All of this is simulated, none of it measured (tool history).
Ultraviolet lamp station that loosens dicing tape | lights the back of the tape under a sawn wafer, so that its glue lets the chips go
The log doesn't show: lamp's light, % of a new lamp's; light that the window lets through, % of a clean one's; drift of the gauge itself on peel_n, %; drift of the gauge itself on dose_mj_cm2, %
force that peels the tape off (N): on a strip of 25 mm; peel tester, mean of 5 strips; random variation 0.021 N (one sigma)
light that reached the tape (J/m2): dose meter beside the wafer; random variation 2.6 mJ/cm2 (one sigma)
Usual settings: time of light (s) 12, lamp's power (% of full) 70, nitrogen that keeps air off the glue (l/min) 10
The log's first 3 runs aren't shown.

run	hour	time of light (s)	lamp's power (% of full)	nitrogen that keeps air off the glue (l/min)	hours of work of the lamp	hours of work since the window was cleaned	force that peels the tape off (N)	light that reached the tape (J/m2)
4	121.8	12	62	10	1518	446	2.169	2190
5	169.9	12	70	4	1555	483	2.487	2420
6	211.4	12	70	10	1587	515	1.911	2410
7	243.2	12	70	10	1612	540	1.95	2390
8	276.3	12	70	10	1637	565	1.937	2360
# hour 284.7: window cleaned of glue's vapour
9	307.3	12	70	3	1660	17	2.702	2500
10	343.6	12	83	3	1688	45	2.238	2860
11	374.7	12	83	3	1712	69	2.294	2840
12	403.2	12	83	4	1734	91	2.064	2820
13	445.1	12	83	4	1767	124	2.169	2790
14	482.8	12	83	4	1796	153	2.103	2750
15	506.6	12	83	4	1814	171	2.185	2780
16	539.2	12	83	4	1839	196	2.183	2750
17	572.7	12	70	5	1865	222	2.508	2330
# hour 577.6: lamp changed
18	618.1	12	89	10	31	256	0.666	4060
19	666.6	12	89	10	69	293	0.713	4080
20	689.9	12	70	10	86	311	1.191	3210
21	745.2	12	68	10	129	354	1.323	3080
22	800.6	12	68	10	172	396	1.27	3000
23	837.1	12	90	5	200	425	1.057	3950
24	861.2	9	87	14	218	443	1.276	2860

The next listed run, before its measurement:
25	891.1	9	87	14	241	466	?	?

{"run 25": {"force that peels the tape off (N)": 1.274, "light that reached the tape (J/m2)": 2850}}
Without the tool's hidden state the same run would have given force that peels the tape off (N) 1.035, light that reached the tape (J/m2) 3190.
